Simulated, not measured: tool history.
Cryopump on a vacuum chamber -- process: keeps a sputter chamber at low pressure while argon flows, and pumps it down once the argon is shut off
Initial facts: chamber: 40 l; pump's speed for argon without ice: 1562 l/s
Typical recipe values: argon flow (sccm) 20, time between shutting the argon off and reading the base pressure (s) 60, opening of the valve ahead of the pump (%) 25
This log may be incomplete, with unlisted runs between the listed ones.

run     day  argon flow (sccm)  time between shutting the argon off and reading the base pressure (s)  opening of the valve ahead of the pump (%)  pressure while argon flows (Pa)  pressure after the wait (uPa)
  1       0                 20                                                                     60                                          25                            0.089                           1.74
  2   0.396                 20                                                                     60                                          25                           0.0881                           1.73
  3   1.362                 20                                                                    277                                          25                           0.0882                           0.75
  4   1.946                 20                                                                    277                                          25                           0.0885                            0.8
  5   2.883                 20                                                                     60                                          25                           0.0882                           1.72
  6   3.692                 20                                                                     60                                          25                           0.0892                           1.76
  7   4.083                 20                                                                     60                                          25                           0.0883                           1.75
  8   4.842                 20                                                                     60                                          25                           0.0895                           1.82
  9   5.446                 20                                                                     60                                          16                           0.1371                           1.78
 10   5.962                 20                                                                     60                                          16                           0.1374                           1.82
 11   6.662                 17                                                                     48                                          25                            0.076                           2.08
 12   7.208                 20                                                                     56                                          16                           0.1392                           1.89
 13   7.958                 12                                                                     56                                          22                           0.0607                           1.98
 14   8.742                 31                                                                    102                                          59                            0.062                            1.3
 15   9.671                 31                                                                    102                                          59                           0.0617                           1.36
 16  10.129                 16                                                                    103                                          24                           0.0744                            1.3
 17  10.729                 21                                                                     60                                          41                           0.0595                           1.86
 18  11.342                 21                                                                     60                                          41                           0.0598                           1.86
 19  11.979                 13                                                                     60                                          22                           0.0671                            1.9
 20  12.425                 13                                                                     60                                          22                           0.0657                           1.88

Branching from run 20: 5 alternative next runs. What would each branch give?
  A  13.362                 18                                                                     60                                          36                                ?                              ?
  B  13.362                 12                                                                    141                                          34                                ?                              ?
  C  13.362                 18                                                                    101                                          25                                ?                              ?
  D  13.362                 12                                                                     60                                          48                                ?                              ?
  E  13.362                 20                                                                     60                                          27                                ?                              ?

run  pressure while argon flows (Pa)  pressure after the wait (uPa)
  A                           0.0572                           1.86
  B                           0.0405                           1.16
  C                           0.0814                           1.35
  D                           0.0299                            1.9
  E                           0.0845                           1.83
With no hidden state in the tool, these same runs would have given:
run  pressure while argon flows (Pa)  pressure after the wait (uPa)
  A                           0.0536                           1.39
  B                           0.0381                           0.69
  C                           0.0778                           0.88
  D                           0.0275                           1.42
  E                           0.0805                           1.37
